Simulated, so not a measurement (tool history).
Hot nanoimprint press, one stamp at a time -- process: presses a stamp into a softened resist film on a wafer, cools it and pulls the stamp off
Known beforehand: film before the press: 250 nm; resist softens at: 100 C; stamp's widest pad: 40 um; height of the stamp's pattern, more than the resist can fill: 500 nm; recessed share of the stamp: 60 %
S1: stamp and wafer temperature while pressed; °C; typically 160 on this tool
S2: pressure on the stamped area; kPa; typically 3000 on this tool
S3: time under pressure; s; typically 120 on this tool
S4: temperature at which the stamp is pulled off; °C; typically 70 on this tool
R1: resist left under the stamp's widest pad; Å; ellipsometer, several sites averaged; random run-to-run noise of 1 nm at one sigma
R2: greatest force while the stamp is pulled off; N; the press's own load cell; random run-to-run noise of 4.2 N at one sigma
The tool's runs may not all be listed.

run,hour,S1,S2,S3,S4,R1,R2
1,0.0,160,3000,120,70,1484,212
2,26.6,160,3000,120,71,1482,203
3,60.1,160,3000,120,71,1474,206
# hour 89.4: stamp cleaned and given a new release coat
4,100.7,160,3000,120,71,1483,205
# hour 106.9: plate thermocouple calibrated
5,131.7,160,3000,108,71,1524,202
6,163.8,160,3000,201,70,1246,210
7,208.0,160,3000,201,70,1244,204
8,256.7,160,3000,120,70,1471,206
9,295.7,164,3000,120,70,1232,213
10,339.9,160,3000,120,70,1463,214
# hour 350.4: stamp cleaned and given a new release coat
11,376.0,160,3000,120,70,1473,209
12,429.5,160,3000,120,70,1461,208
13,475.7,160,3000,120,70,1452,205
14,514.5,160,3000,120,70,1482,210
15,565.9,160,3000,120,70,1473,214
# hour 609.3: stamp cleaned and given a new release coat
16,612.6,159,3690,69,66,1686,231
17,664.7,159,3690,69,66,1662,223
18,695.7,159,2130,69,66,1956,227
19,742.7,166,3020,124,66,1083,232
20,782.0,170,2180,218,65,850,240
21,816.6,170,2180,218,65,855,235
22,856.1,160,3770,66,70,1616,215
# hour 867.6: stamp cleaned and given a new release coat
23,904.8,160,3770,66,70,1624,204
24,954.4,160,3770,66,70,1610,205
25,1002.9,155,3000,216,70,1540,207
# hour 1051.4: plate thermocouple calibrated
26,1055.6,155,3000,65,75,2034,179
27,1087.8,155,1970,163,75,1895,178
# hour 1129.3: stamp cleaned and given a new release coat
28,1149.7,155,1970,163,75,1896,180
# hour 1179.3: press's hydraulic seals changed and the load cell set to zero
29,1207.2,159,3160,120,70,1502,208

Predict each of these 5 candidate next runs independently; none follows another, all start after run 29:
A,1249.8,159,3160,109,70,?,?
B,1249.8,159,3720,120,59,?,?
C,1249.8,159,3160,202,70,?,?
D,1249.8,159,3470,120,63,?,?
E,1249.8,159,3160,120,62,?,?

run,R1,R2
A,1543,214
B,1416,270
C,1272,209
D,1431,242
E,1513,258
Without the tool's hidden state the same runs would have given:
run,R1,R2
A,1542,212
B,1415,268
C,1271,208
D,1430,241
E,1512,257
